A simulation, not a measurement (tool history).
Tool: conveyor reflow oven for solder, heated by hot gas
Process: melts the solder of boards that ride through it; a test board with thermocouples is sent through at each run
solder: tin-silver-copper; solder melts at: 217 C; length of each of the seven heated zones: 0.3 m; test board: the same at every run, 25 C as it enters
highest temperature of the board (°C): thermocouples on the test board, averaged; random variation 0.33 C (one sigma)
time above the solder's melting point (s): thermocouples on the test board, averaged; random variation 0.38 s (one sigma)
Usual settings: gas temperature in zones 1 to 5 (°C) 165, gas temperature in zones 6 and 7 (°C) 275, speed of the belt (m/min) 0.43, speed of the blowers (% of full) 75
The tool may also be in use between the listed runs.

run   hour  gas temperature in zones 1 to 5 (°C)  gas temperature in zones 6 and 7 (°C)  speed of the belt (m/min)  speed of the blowers (% of full)  highest temperature of the board (°C)  time above the solder's melting point (s)
  1      0                                   165                                    275                       0.43                                75                                  265.8                                       70.4
  2    5.8                                   174                                    275                       0.43                                75                                  266.8                                       74.2
  3   15.1                                   174                                    275                       0.43                                75                                  267.5                                       73.8
  4   21.6                                   174                                    275                       0.43                                71                                  266.4                                       74.4
  5   28.3                                   174                                    275                       0.43                                71                                  266.8                                       74.2
  6   36.4                                   165                                    275                       0.43                                75                                  266.4                                       71.5
  7   42.6                                   165                                    275                       0.43                                75                                  265.8                                       70.3
  8     52                                   165                                    275                       0.43                                75                                  266.3                                       71.1
  9     60                                   165                                    275                       0.43                                75                                  266.5                                         71
 10     68                                   165                                    275                       0.43                                75                                  266.3                                       71.3
 11   74.3                                   165                                    275                       0.35                                75                                  270.7                                         91
 12   83.6                                   165                                    275                       0.43                                59                                  264.2                                       70.2
 13   90.3                                   165                                    275                       0.43                                59                                  264.8                                       69.7
 14   99.2                                   165                                    275                       0.43                                59                                  264.2                                       70.1
       104  -- belt drive overhauled, speed set with a stopwatch
 15  110.4                                   165                                    275                       0.43                                75                                  266.8                                       72.1
 16  117.3                                   165                                    275                       0.43                                75                                  266.6                                       71.2
     124.1  -- belt drive overhauled, speed set with a stopwatch, once more
 17  127.3                                   165                                    289                      0.472                                75                                  277.4                                       68.6
 18  135.6                                   165                                    289                      0.472                                75                                  276.4                                       68.5
 19  144.3                                   167                                    270                      0.381                                51                                  261.8                                       77.4
 20    149                                   172                                    287                      0.492                                58                                  272.3                                       65.7
 21  156.6                                   165                                    275                      0.406                                75                                  268.1                                       76.1
 22    165                                   165                                    275                      0.406                                75                                  267.7                                       75.2
 23  173.8                                   158                                    278                       0.49                                51                                    260                                       56.1
 24    183                                   179                                    274                       0.45                                64                                  264.5                                       70.7
 25  192.1                                   179                                    274                       0.45                                64                                  263.9                                       70.7
 26  198.6                                   165                                    266                      0.454                                75                                  256.1                                       61.7
 27  205.1                                   174                                    275                      0.512                                75                                  262.6                                       58.7
 28    215                                   174                                    275                      0.512                                75                                  262.3                                       59.2
 29  224.1                                   160                                    275                      0.456                                75                                  264.4                                       64.6

3 ways to go on from here, each from the tool as it stands after run 29. What would each give?
  A   231                                   160                                    289                       0.52                                51                                      ?                                          ?
  B   231                                   165                                    268                      0.498                                75                                      ?                                          ?
  C   231                                   165                                    282                      0.471                                55                                      ?                                          ?

run  highest temperature of the board (°C)  time above the solder's melting point (s)
  A                                  268.3                                       56.7
  B                                  255.8                                       54.3
  C                                  267.7                                       64.9
Without the tool's hidden state the same runs would have given:
run  highest temperature of the board (°C)  time above the solder's melting point (s)
  A                                  268.4                                       56.7
  B                                  255.8                                       54.4
  C                                  267.6                                       64.8
